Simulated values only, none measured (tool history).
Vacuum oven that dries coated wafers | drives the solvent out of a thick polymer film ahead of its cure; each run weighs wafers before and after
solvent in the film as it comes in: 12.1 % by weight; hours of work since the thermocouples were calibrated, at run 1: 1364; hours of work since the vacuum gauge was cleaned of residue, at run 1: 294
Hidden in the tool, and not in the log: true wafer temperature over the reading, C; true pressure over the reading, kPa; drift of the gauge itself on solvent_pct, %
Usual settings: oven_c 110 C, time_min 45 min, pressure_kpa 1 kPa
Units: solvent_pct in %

| run | hour | oven_c | time_min | pressure_kpa | hours of work since the thermocouples were calibrated | hours of work since the vacuum gauge was cleaned of residue | solvent_pct |
|---|---|---|---|---|---|---|---|
| 1 | 0 | 110 | 45 | 1 | 1364 | 294 | 1.065 |
| 2 | 28.8 | 110 | 45 | 0.53 | 1376 | 306 | 0.938 |
| 3 | 46.2 | 110 | 45 | 0.53 | 1383 | 313 | 0.925 |
| 4 | 61 | 110 | 45 | 0.53 | 1389 | 319 | 0.929 |
| 5 | 82.5 | 110 | 45 | 0.53 | 1397 | 327 | 0.926 |
|  | 102.5 | oven's thermocouples calibrated |
| 6 | 105.5 | 110 | 45 | 0.53 | 1 | 336 | 0.94 |
| 7 | 130.7 | 110 | 45 | 1.73 | 11 | 346 | 1.251 |
| 8 | 144 | 110 | 45 | 1 | 17 | 351 | 1.053 |
| 9 | 171.4 | 110 | 36 | 1 | 28 | 362 | 1.564 |
| 10 | 196.5 | 110 | 36 | 1 | 38 | 372 | 1.567 |
| 11 | 208.4 | 110 | 36 | 1 | 42 | 377 | 1.571 |
| 12 | 221.8 | 120 | 31 | 1 | 48 | 382 | 0.685 |
| 13 | 240.6 | 99 | 45 | 2.3 | 55 | 390 | 3.376 |
| 14 | 262.5 | 99 | 47 | 1.82 | 64 | 399 | 3.087 |
| 15 | 290.9 | 105 | 38 | 1.15 | 76 | 410 | 2.329 |
| 16 | 311.5 | 100 | 36 | 0.89 | 84 | 418 | 3.466 |
| 17 | 329.8 | 100 | 36 | 0.89 | 91 | 426 | 3.465 |
| 18 | 347.3 | 100 | 36 | 0.89 | 98 | 433 | 3.462 |

5 ways to go on from here, each from the tool as it stands after run 18. What would each give?
| A | 363.9 | 98 | 49 | 1 | 105 | 439 | ? |
| B | 363.9 | 111 | 61 | 0.72 | 105 | 439 | ? |
| C | 363.9 | 98 | 41 | 1 | 105 | 439 | ? |
| D | 363.9 | 103 | 24 | 0.52 | 105 | 439 | ? |
| E | 363.9 | 117 | 31 | 1.25 | 105 | 439 | ? |

| run | solvent_pct |
|---|---|
| A | 2.867 |
| B | 0.466 |
| C | 3.479 |
| D | 4.135 |
| E | 1.03 |
Without the tool's hidden state the same runs would have given:
| run | solvent_pct |
|---|---|
| A | 2.866 |
| B | 0.465 |
| C | 3.478 |
| D | 4.135 |
| E | 1.029 |

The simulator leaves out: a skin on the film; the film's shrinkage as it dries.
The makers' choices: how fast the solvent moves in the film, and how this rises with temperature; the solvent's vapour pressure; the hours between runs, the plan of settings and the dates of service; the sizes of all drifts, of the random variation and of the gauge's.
